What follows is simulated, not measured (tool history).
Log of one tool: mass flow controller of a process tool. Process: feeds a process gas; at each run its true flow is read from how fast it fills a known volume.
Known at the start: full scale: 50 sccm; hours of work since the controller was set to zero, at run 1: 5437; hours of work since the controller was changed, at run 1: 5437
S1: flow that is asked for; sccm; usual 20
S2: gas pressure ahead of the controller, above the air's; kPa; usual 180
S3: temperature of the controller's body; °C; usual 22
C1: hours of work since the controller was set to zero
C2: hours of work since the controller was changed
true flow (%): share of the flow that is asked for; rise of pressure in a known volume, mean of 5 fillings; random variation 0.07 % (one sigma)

{"run": 1, "hour": 0.0, "S1": 20, "S2": 180, "S3": 22, "C1": 5437, "C2": 5437, "true flow (%)": 99.27}
{"run": 2, "hour": 365.4, "S1": 20, "S2": 180, "S3": 22, "C1": 5563, "C2": 5563, "true flow (%)": 99.23}
{"run": 3, "hour": 801.7, "S1": 20, "S2": 180, "S3": 22, "C1": 5715, "C2": 5715, "true flow (%)": 99.09}
{"run": 4, "hour": 1238.6, "S1": 20, "S2": 180, "S3": 22, "C1": 5866, "C2": 5866, "true flow (%)": 98.85}
{"run": 5, "hour": 1480.7, "S1": 20, "S2": 180, "S3": 22, "C1": 5950, "C2": 5950, "true flow (%)": 98.8}
{"run": 6, "hour": 1808.9, "S1": 20, "S2": 180, "S3": 25, "C1": 6064, "C2": 6064, "true flow (%)": 98.81}
{"run": 7, "hour": 2246.2, "S1": 20, "S2": 180, "S3": 25, "C1": 6216, "C2": 6216, "true flow (%)": 98.55}
{"run": 8, "hour": 2572.9, "S1": 20, "S2": 180, "S3": 25, "C1": 6329, "C2": 6329, "true flow (%)": 98.5}
{"run": 9, "hour": 2836.2, "S1": 20, "S2": 157, "S3": 22, "C1": 6420, "C2": 6420, "true flow (%)": 98.49}
{"run": 10, "hour": 3068.8, "S1": 20, "S2": 180, "S3": 25, "C1": 6501, "C2": 6501, "true flow (%)": 98.27}
{"run": 11, "hour": 3447.9, "S1": 20, "S2": 180, "S3": 21, "C1": 6633, "C2": 6633, "true flow (%)": 97.9}
{"run": 12, "hour": 3833.8, "S1": 20, "S2": 180, "S3": 21, "C1": 6767, "C2": 6767, "true flow (%)": 97.94}
{"run": 13, "hour": 4178.9, "S1": 20, "S2": 180, "S3": 21, "C1": 6886, "C2": 6886, "true flow (%)": 97.63}
{"run": 14, "hour": 4445.0, "S1": 20, "S2": 152, "S3": 21, "C1": 6979, "C2": 6979, "true flow (%)": 97.67}
{"hour": 4560.2, "done": "controller's zero set anew"}
{"run": 15, "hour": 4678.8, "S1": 20, "S2": 251, "S3": 21, "C1": 41, "C2": 7059, "true flow (%)": 97.01}
{"run": 16, "hour": 5122.7, "S1": 20, "S2": 251, "S3": 21, "C1": 195, "C2": 7213, "true flow (%)": 96.93}
{"hour": 5233.4, "done": "gauge calibrated"}
{"run": 17, "hour": 5321.2, "S1": 25, "S2": 276, "S3": 21, "C1": 264, "C2": 7282, "true flow (%)": 98.59}
{"run": 18, "hour": 5726.0, "S1": 18, "S2": 151, "S3": 22, "C1": 404, "C2": 7423, "true flow (%)": 99.22}
{"run": 19, "hour": 6151.4, "S1": 20, "S2": 180, "S3": 38, "C1": 552, "C2": 7570, "true flow (%)": 99.45}
{"run": 20, "hour": 6444.7, "S1": 8, "S2": 152, "S3": 24, "C1": 654, "C2": 7672, "true flow (%)": 98.98}
{"run": 21, "hour": 6714.1, "S1": 20, "S2": 209, "S3": 31, "C1": 747, "C2": 7765, "true flow (%)": 98.79}
{"run": 22, "hour": 7091.0, "S1": 20, "S2": 190, "S3": 31, "C1": 878, "C2": 7896, "true flow (%)": 98.81}
{"run": 23, "hour": 7431.9, "S1": 43, "S2": 166, "S3": 21, "C1": 996, "C2": 8014, "true flow (%)": 99.07}
{"run": 24, "hour": 7776.5, "S1": 7, "S2": 167, "S3": 23, "C1": 1116, "C2": 8134, "true flow (%)": 98.17}
{"run": 25, "hour": 8199.7, "S1": 14, "S2": 180, "S3": 25, "C1": 1262, "C2": 8281, "true flow (%)": 98.26}
{"run": 26, "hour": 8459.3, "S1": 11, "S2": 235, "S3": 23, "C1": 1352, "C2": 8371, "true flow (%)": 97.56}
{"run": 27, "hour": 8658.8, "S1": 23, "S2": 180, "S3": 20, "C1": 1422, "C2": 8440, "true flow (%)": 97.88}
{"run": 28, "hour": 8884.6, "S1": 16, "S2": 180, "S3": 20, "C1": 1500, "C2": 8518, "true flow (%)": 97.81}
{"run": 29, "hour": 9176.2, "S1": 40, "S2": 245, "S3": 32, "C1": 1601, "C2": 8619, "true flow (%)": 98.06}
{"hour": 9589.7, "done": "gauge calibrated"}
{"run": 30, "hour": 9609.1, "S1": 19, "S2": 245, "S3": 32, "C1": 1751, "C2": 8770, "true flow (%)": 99.21}
{"run": 31, "hour": 9897.4, "S1": 19, "S2": 245, "S3": 32, "C1": 1851, "C2": 8870, "true flow (%)": 99.14}
{"run": 32, "hour": 10185.3, "S1": 12, "S2": 142, "S3": 32, "C1": 1951, "C2": 8969, "true flow (%)": 99.55}

Measured less the same run without the tool's hidden state. The same run-to-run variation is in both; the gauge's scatter may not be:
The hidden state here: flow at rest that the sensor doesn't see, % of full scale; true flow over the shown one, %; drift of the gauge itself on true_pct, %.
run=1 true_flow_(%)=-0.01
run=2 true_flow_(%)=-0.14
run=3 true_flow_(%)=-0.31
run=4 true_flow_(%)=-0.48
run=5 true_flow_(%)=-0.57
run=6 true_flow_(%)=-0.7
run=7 true_flow_(%)=-0.86
run=8 true_flow_(%)=-0.99
run=9 true_flow_(%)=-1.09
run=10 true_flow_(%)=-1.18
run=11 true_flow_(%)=-1.33
run=12 true_flow_(%)=-1.48
run=13 true_flow_(%)=-1.6
run=14 true_flow_(%)=-1.71
run=15 true_flow_(%)=-1.8
run=16 true_flow_(%)=-1.97
run=17 true_flow_(%)=-0.04
run=18 true_flow_(%)=-0.21
run=19 true_flow_(%)=-0.36
run=20 true_flow_(%)=-0.47
run=21 true_flow_(%)=-0.58
run=22 true_flow_(%)=-0.73
run=23 true_flow_(%)=-0.86
run=24 true_flow_(%)=-0.98
run=25 true_flow_(%)=-1.15
run=26 true_flow_(%)=-1.24
run=27 true_flow_(%)=-1.32
run=28 true_flow_(%)=-1.41
run=29 true_flow_(%)=-1.53
run=30 true_flow_(%)=-0.02
run=31 true_flow_(%)=-0.13
run=32 true_flow_(%)=-0.24
